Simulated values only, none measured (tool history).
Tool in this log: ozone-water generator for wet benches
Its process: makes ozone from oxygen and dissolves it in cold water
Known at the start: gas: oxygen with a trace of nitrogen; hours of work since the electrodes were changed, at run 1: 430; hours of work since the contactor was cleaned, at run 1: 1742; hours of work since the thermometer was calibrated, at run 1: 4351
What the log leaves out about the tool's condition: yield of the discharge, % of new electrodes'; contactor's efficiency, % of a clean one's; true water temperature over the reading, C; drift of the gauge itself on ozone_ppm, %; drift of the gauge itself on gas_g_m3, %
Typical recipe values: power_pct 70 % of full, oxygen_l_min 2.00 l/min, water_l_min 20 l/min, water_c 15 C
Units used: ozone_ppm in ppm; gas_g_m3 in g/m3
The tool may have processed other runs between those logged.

run,hour,power_pct,oxygen_l_min,water_l_min,water_c,hours of work since the electrodes were changed,hours of work since the contactor was cleaned,hours of work since the thermometer was calibrated,ozone_ppm,gas_g_m3
1,0.0,70,2.00,20,15,430,1742,4351,15.1,231.0
2,60.2,70,2.00,31,15,480,1793,4402,9.8,230.1
3,141.3,70,2.00,20,15,549,1861,4471,15.1,229.9
4,218.9,70,2.00,20,15,615,1927,4536,15.1,227.8
5,263.1,70,2.00,20,15,652,1964,4573,15.0,232.1
6,314.0,70,2.00,24,15,695,2007,4617,12.4,229.7
7,368.5,70,2.00,20,17,741,2053,4663,14.9,229.0
8,413.8,70,2.00,20,17,779,2091,4701,15.0,228.7
9,458.9,70,1.16,20,15,817,2129,4739,12.7,303.0
# hour 465.8: water thermometer calibrated
10,524.3,70,1.16,20,15,872,2184,49,12.9,301.6
11,603.2,70,1.16,20,15,939,2251,116,12.7,299.8
12,644.4,70,2.34,20,15,974,2286,151,15.4,210.9
# hour 687.2: water thermometer calibrated, once more
13,705.0,70,2.34,20,15,1025,2337,15,15.6,211.4
14,770.9,70,2.34,20,15,1080,2392,71,15.7,211.3
15,814.3,70,2.34,20,15,1117,2429,107,15.7,211.7
16,852.7,70,1.26,20,15,1149,2461,140,12.9,286.7
17,901.2,70,1.26,20,15,1190,2502,181,12.9,287.5
18,942.1,70,1.26,20,15,1225,2537,215,12.9,285.1
19,981.2,42,1.26,20,10,1258,2570,248,9.9,213.8
20,1036.0,42,1.26,20,10,1304,2616,295,9.7,215.9
21,1078.7,42,1.26,20,10,1340,2652,331,9.9,215.3
22,1158.7,42,1.26,20,10,1408,2720,398,10.1,215.0
23,1193.1,51,1.26,20,12,1437,2749,428,11.0,239.9
24,1230.1,51,1.26,20,12,1468,2780,459,11.0,240.4
25,1272.4,97,1.26,20,12,1504,2816,495,15.8,344.6
26,1311.9,43,2.39,20,15,1538,2850,528,11.6,156.5
27,1366.0,79,2.39,20,15,1583,2895,574,16.6,222.4
28,1431.9,59,3.12,20,15,1639,2951,629,15.1,165.2
29,1483.9,70,2.10,20,9,1683,2995,673,15.7,219.2
30,1537.3,70,2.10,20,9,1728,3040,718,15.8,222.0
31,1571.7,70,2.10,20,9,1757,3069,747,15.6,219.0
32,1648.9,70,2.10,20,9,1822,3134,813,15.7,222.2
33,1686.6,70,2.10,20,9,1854,3166,845,15.9,219.3
34,1731.9,70,2.00,14,15,1892,3205,883,20.3,224.6

Hidden state at the last listed run before each entry between runs and at the first one after, where it differs:
Logged between run 9 and run 10: water thermometer calibrated (hour 465.8)
  contactor's efficiency, % of a clean one's: 96.2 -> 96.1; true water temperature over the reading, C: 0.15 -> 0.19
  the result without the hidden state subtracted from the measured one, ozone_ppm: -0.3 -> -0.3 ppm; gas_g_m3: -3.2 -> -3.5 g/m3
Logged between run 12 and run 13: water thermometer calibrated, once more (hour 687.2)
  contactor's efficiency, % of a clean one's: 95.9 -> 95.8; true water temperature over the reading, C: 0.19 -> 0.1
  the result without the hidden state subtracted from the measured one, ozone_ppm: -0.5 -> -0.4 ppm; gas_g_m3: -2.7 -> -2.8 g/m3
